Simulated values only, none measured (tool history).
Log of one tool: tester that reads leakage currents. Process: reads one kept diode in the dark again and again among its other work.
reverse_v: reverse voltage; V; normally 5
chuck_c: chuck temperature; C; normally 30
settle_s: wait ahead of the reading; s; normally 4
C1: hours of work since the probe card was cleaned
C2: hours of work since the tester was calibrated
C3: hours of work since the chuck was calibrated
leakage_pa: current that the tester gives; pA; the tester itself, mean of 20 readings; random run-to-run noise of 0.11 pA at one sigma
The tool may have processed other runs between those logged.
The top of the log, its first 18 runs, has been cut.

{"run": 19, "hour": 404.0, "reverse_v": 5, "chuck_c": 30, "settle_s": 4, "C1": 801, "C2": 318, "C3": 1258, "leakage_pa": 34.25}
{"run": 20, "hour": 424.1, "reverse_v": 5, "chuck_c": 30, "settle_s": 4, "C1": 816, "C2": 334, "C3": 1274, "leakage_pa": 34.18}
{"run": 21, "hour": 459.5, "reverse_v": 1.23, "chuck_c": 57, "settle_s": 4, "C1": 844, "C2": 362, "C3": 1302, "leakage_pa": 149.56}
{"run": 22, "hour": 491.0, "reverse_v": 5, "chuck_c": 29, "settle_s": 0.35, "C1": 869, "C2": 386, "C3": 1327, "leakage_pa": 31.86}
{"run": 23, "hour": 524.0, "reverse_v": 5, "chuck_c": 29, "settle_s": 0.35, "C1": 895, "C2": 412, "C3": 1353, "leakage_pa": 31.98}
{"run": 24, "hour": 540.7, "reverse_v": 5, "chuck_c": 29, "settle_s": 0.35, "C1": 908, "C2": 425, "C3": 1366, "leakage_pa": 31.9}
{"run": 25, "hour": 574.2, "reverse_v": 17.11, "chuck_c": 29, "settle_s": 1.55, "C1": 934, "C2": 452, "C3": 1392, "leakage_pa": 60.74}
{"run": 26, "hour": 603.5, "reverse_v": 17.11, "chuck_c": 29, "settle_s": 1.55, "C1": 957, "C2": 475, "C3": 1415, "leakage_pa": 60.67}
{"run": 27, "hour": 632.8, "reverse_v": 10.5, "chuck_c": 22, "settle_s": 6.82, "C1": 980, "C2": 498, "C3": 1438, "leakage_pa": 24.61}
{"run": 28, "hour": 663.1, "reverse_v": 10.5, "chuck_c": 22, "settle_s": 6.82, "C1": 1004, "C2": 522, "C3": 1462, "leakage_pa": 24.51}
{"run": 29, "hour": 696.5, "reverse_v": 10.5, "chuck_c": 22, "settle_s": 6.82, "C1": 1030, "C2": 548, "C3": 1488, "leakage_pa": 24.55}
{"run": 30, "hour": 711.6, "reverse_v": 1.82, "chuck_c": 22, "settle_s": 9.7, "C1": 1042, "C2": 560, "C3": 1500, "leakage_pa": 9.67}
{"run": 31, "hour": 740.6, "reverse_v": 3.57, "chuck_c": 30, "settle_s": 4, "C1": 1065, "C2": 582, "C3": 1523, "leakage_pa": 28.54}
{"run": 32, "hour": 769.7, "reverse_v": 2.96, "chuck_c": 32, "settle_s": 4, "C1": 1088, "C2": 605, "C3": 1545, "leakage_pa": 30.91}
{"run": 33, "hour": 802.1, "reverse_v": 2.96, "chuck_c": 32, "settle_s": 4, "C1": 1113, "C2": 631, "C3": 1571, "leakage_pa": 30.92}
{"run": 34, "hour": 820.9, "reverse_v": 2.96, "chuck_c": 47, "settle_s": 0.57, "C1": 1128, "C2": 645, "C3": 1586, "leakage_pa": 109.34}
{"run": 35, "hour": 855.7, "reverse_v": 2.96, "chuck_c": 47, "settle_s": 0.57, "C1": 1155, "C2": 673, "C3": 1613, "leakage_pa": 109.16}
{"run": 36, "hour": 881.9, "reverse_v": 6.94, "chuck_c": 30, "settle_s": 4, "C1": 1176, "C2": 693, "C3": 1634, "leakage_pa": 40.84}
{"run": 37, "hour": 916.2, "reverse_v": 10.05, "chuck_c": 23, "settle_s": 2.46, "C1": 1203, "C2": 720, "C3": 1660, "leakage_pa": 26.44}
{"run": 38, "hour": 936.9, "reverse_v": 10.05, "chuck_c": 23, "settle_s": 2.46, "C1": 1219, "C2": 737, "C3": 1677, "leakage_pa": 26.38}
{"run": 39, "hour": 968.7, "reverse_v": 5, "chuck_c": 36, "settle_s": 4, "C1": 1244, "C2": 761, "C3": 1702, "leakage_pa": 57.9}
{"run": 40, "hour": 985.7, "reverse_v": 5, "chuck_c": 28, "settle_s": 4, "C1": 1257, "C2": 775, "C3": 1715, "leakage_pa": 28.85}

Branching from run 40: 3 alternative next runs. What would each branch give?
{"run": "A", "hour": 1017.2, "reverse_v": 3.01, "chuck_c": 32, "settle_s": 4, "C1": 1282, "C2": 799, "C3": 1740, "leakage_pa": "?"}
{"run": "B", "hour": 1017.2, "reverse_v": 5, "chuck_c": 46, "settle_s": 4, "C1": 1282, "C2": 799, "C3": 1740, "leakage_pa": "?"}
{"run": "C", "hour": 1017.2, "reverse_v": 5, "chuck_c": 28, "settle_s": 0.62, "C1": 1282, "C2": 799, "C3": 1740, "leakage_pa": "?"}

run=A leakage_pa=31.29
run=B leakage_pa=133.27
run=C leakage_pa=28.91
Take away the tool's hidden state, keep each run's random variation, and the runs would have read:
run=A leakage_pa=31.27
run=B leakage_pa=133.22
run=C leakage_pa=28.88
